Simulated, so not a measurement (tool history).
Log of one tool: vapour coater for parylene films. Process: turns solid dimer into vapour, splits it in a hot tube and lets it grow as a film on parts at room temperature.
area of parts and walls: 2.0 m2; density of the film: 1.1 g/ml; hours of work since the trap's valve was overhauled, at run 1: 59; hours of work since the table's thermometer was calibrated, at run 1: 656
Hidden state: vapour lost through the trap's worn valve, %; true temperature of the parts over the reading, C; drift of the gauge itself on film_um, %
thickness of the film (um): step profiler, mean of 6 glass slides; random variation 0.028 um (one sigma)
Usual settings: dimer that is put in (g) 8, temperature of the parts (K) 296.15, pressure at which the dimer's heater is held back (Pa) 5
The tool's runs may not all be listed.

| run | hour | dimer that is put in (g) | temperature of the parts (K) | pressure at which the dimer's heater is held back (Pa) | hours of work since the trap's valve was overhauled | hours of work since the table's thermometer was calibrated | thickness of the film (um) |
|---|---|---|---|---|---|---|---|
| 1 | 0 | 8 | 296.15 | 5 | 59 | 656 | 2.32 |
| 2 | 30.2 | 8 | 296.15 | 5 | 82 | 679 | 2.34 |
| 3 | 56.2 | 8 | 296.15 | 5 | 102 | 699 | 2.32 |
| 4 | 83.8 | 8 | 296.15 | 5 | 123 | 720 | 2.32 |
|  | 89.4 | trap's valve overhauled |
| 5 | 124 | 8 | 296.15 | 5 | 26 | 747 | 2.26 |
| 6 | 156.5 | 8 | 296.15 | 3.3 | 51 | 772 | 2.34 |
| 7 | 176.6 | 8 | 296.15 | 3.3 | 66 | 787 | 2.27 |
| 8 | 192.8 | 4 | 306.15 | 3.07 | 79 | 799 | 0.96 |
|  | 217.3 | trap's valve overhauled, once more |
| 9 | 217.3 | 4 | 306.15 | 4.43 | 0 | 815 | 0.99 |
| 10 | 240.7 | 4 | 306.15 | 4.43 | 18 | 833 | 0.98 |
| 11 | 276.5 | 4 | 291.15 | 4.78 | 45 | 860 | 1.28 |
| 12 | 303.3 | 12 | 292.15 | 2.73 | 65 | 880 | 4.01 |
| 13 | 335.8 | 12 | 297.15 | 2.12 | 90 | 905 | 3.62 |

Measured less the same run without the tool's hidden state. The same run-to-run variation is in both; the gauge's scatter may not be:
| run | thickness of the film (um) |
|---|---|
| 1 | -0.04 |
| 2 | -0.05 |
| 3 | -0.06 |
| 4 | -0.07 |
| 5 | -0.13 |
| 6 | -0.15 |
| 7 | -0.16 |
| 8 | -0.07 |
| 9 | -0.01 |
| 10 | -0.01 |
| 11 | -0.02 |
| 12 | -0.08 |
| 13 | -0.08 |
